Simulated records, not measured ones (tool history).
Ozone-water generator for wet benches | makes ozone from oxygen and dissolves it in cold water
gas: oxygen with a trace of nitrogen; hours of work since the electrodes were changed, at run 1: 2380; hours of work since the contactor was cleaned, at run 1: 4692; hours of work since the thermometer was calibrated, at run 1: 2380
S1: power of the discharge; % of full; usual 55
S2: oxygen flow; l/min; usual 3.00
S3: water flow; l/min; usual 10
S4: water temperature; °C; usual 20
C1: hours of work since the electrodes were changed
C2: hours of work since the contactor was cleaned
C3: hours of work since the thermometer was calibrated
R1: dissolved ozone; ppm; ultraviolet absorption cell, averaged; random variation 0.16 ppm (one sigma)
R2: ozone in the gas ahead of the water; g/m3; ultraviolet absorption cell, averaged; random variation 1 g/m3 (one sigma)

| run | hour | S1 | S2 | S3 | S4 | C1 | C2 | C3 | R1 | R2 |
|---|---|---|---|---|---|---|---|---|---|---|
| 1 | 0.0 | 55 | 3.00 | 10 | 20 | 2380 | 4692 | 2380 | 18.9 | 168.5 |
| 2 | 122.4 | 55 | 3.00 | 10 | 20 | 2489 | 4800 | 2489 | 18.7 | 169.8 |
| 3 | 269.6 | 55 | 3.00 | 10 | 20 | 2619 | 4931 | 2619 | 18.7 | 170.1 |
| 4 | 420.0 | 55 | 3.00 | 10 | 20 | 2752 | 5064 | 2752 | 18.4 | 167.4 |
| 5 | 569.7 | 55 | 3.00 | 10 | 20 | 2885 | 5196 | 2885 | 18.5 | 167.1 |
| 6 | 699.2 | 55 | 3.00 | 10 | 20 | 3000 | 5311 | 3000 | 18.3 | 167.9 |
| 7 | 833.9 | 55 | 3.00 | 10 | 13 | 3119 | 5430 | 3119 | 20.6 | 166.2 |
| 8 | 940.8 | 55 | 3.00 | 10 | 13 | 3214 | 5525 | 3214 | 20.4 | 166.7 |
|  | 954.2 | contactor cleaned |
|  | 991.2 | water thermometer calibrated |
| 9 | 1016.1 | 55 | 3.00 | 10 | 15 | 3277 | 54 | 22 | 19.4 | 163.7 |
| 10 | 1122.3 | 55 | 3.00 | 10 | 15 | 3371 | 149 | 116 | 19.0 | 165.8 |
| 11 | 1263.7 | 55 | 3.00 | 10 | 15 | 3496 | 274 | 241 | 19.2 | 163.9 |
| 12 | 1330.1 | 53 | 5.14 | 10 | 15 | 3555 | 333 | 300 | 17.1 | 114.3 |

Forecast run 13:
| 13 | 1463.7 | 53 | 5.14 | 10 | 15 | 3673 | 451 | 419 | ? | ? |

Run 13 gave R1 17.2 ppm, R2 113.7 g/m3.
Without the tool's hidden state the same run would have given R1 19.5 ppm, R2 122.5 g/m3.
